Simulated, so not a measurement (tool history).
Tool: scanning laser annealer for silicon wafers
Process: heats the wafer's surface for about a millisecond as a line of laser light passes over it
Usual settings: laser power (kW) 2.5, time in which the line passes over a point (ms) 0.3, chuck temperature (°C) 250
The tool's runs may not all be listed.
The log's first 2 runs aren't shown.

run,hour,laser power (kW),time in which the line passes over a point (ms),chuck temperature (°C),highest temperature of the surface (°C)
3,12.7,2.5,0.3,250,1002
# hour 21.2: optics aligned, line set to its width
4,24.5,2.5,0.3,250,1020
5,36.2,2.5,0.3,230,999
6,48.3,2.5,0.3,250,1018
7,59.3,2.5,0.3,250,1021
8,69.1,2.5,0.3,250,1020
9,75.5,2.405,0.3,250,992
10,82.5,2.158,0.3,250,916
11,89,2.5,0.3,250,1019
12,99.6,2.5,0.3,250,1019
13,108.6,2.5,0.3,250,1021
14,117.8,2.336,0.3,250,965
15,129.8,2.5,0.3,250,1022
# hour 132.6: window over the wafer cleaned
16,145.6,2.5,0.223,250,956
17,155.3,2.5,0.223,250,959
18,162.4,2.5,0.223,250,955
19,168.8,2.5,0.223,250,958
20,174.8,2.52,0.223,250,965
21,183.1,2.5,0.304,252,1068
22,193.9,2.5,0.304,252,1068
23,207.8,2.5,0.304,252,1066
24,220.2,2.513,0.258,250,1011
25,229.1,2.592,0.3,225,1064
26,241.4,2.592,0.3,225,1066

Forecast run 27:
27,247.3,2.592,0.3,225,?

highest temperature of the surface (°C): 1060
Without the tool's hidden state the same run would have given highest temperature of the surface (°C) 1071.
